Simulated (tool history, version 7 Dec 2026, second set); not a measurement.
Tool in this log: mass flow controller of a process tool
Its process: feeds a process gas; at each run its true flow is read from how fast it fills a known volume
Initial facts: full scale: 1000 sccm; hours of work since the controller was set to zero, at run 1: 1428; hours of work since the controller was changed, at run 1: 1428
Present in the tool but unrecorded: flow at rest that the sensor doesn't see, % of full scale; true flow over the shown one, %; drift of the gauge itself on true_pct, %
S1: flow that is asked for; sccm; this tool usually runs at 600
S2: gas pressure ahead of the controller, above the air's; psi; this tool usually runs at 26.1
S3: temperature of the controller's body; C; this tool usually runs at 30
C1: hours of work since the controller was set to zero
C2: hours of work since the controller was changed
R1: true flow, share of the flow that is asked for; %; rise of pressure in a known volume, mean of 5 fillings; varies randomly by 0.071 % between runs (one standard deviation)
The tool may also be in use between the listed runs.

run,day,S1,S2,S3,C1,C2,R1
1,0,600,26.1,30,1428,1428,99.54
2,2.833,600,26.1,30,1476,1476,99.77
3,4.508,600,26.1,30,1503,1503,99.64
4,6.442,362,26.1,30,1536,1536,99.53
5,9.371,362,26.1,30,1584,1584,99.66
6,11.3,362,26.1,30,1617,1617,99.67
7,13.867,362,26.1,30,1659,1659,99.79
8,15.646,600,26.1,30,1689,1689,100.07
9,19.367,600,24.9,30,1751,1751,100.26
10,21.246,600,24.9,30,1782,1782,100.26
11,23.417,600,29.6,30,1818,1818,100.11
12,26.825,600,29.6,30,1875,1875,100.33
13,30.338,600,29.6,30,1934,1934,100.32
14,33.138,600,29.6,30,1980,1980,100.44
15,36.9,790,29.6,31,2043,2043,100.72
16,39.704,149,23.2,39,2090,2090,100.3
17,42.304,149,23.2,39,2133,2133,100.32
18,44.5,149,23.2,39,2170,2170,100.47
19,46.821,149,23.2,39,2208,2208,100.59
20,49.775,149,23.2,39,2258,2258,100.64
21,52.562,149,23.2,24,2304,2304,100.91

Branching from run 21: 4 alternative next runs. What would each branch give?
A,54.471,149,24.2,24,2336,2336,?
B,54.471,175,26,32,2336,2336,?
C,54.471,600,26.1,35,2336,2336,?
D,54.471,101,30.9,26,2336,2336,?

run,R1
A,101.03
B,100.78
C,101.16
D,100.65
The same runs, with their run-to-run variation unchanged, on a tool lacking any hidden condition would have given:
run,R1
A,99.37
B,99.12
C,99.49
D,99.01

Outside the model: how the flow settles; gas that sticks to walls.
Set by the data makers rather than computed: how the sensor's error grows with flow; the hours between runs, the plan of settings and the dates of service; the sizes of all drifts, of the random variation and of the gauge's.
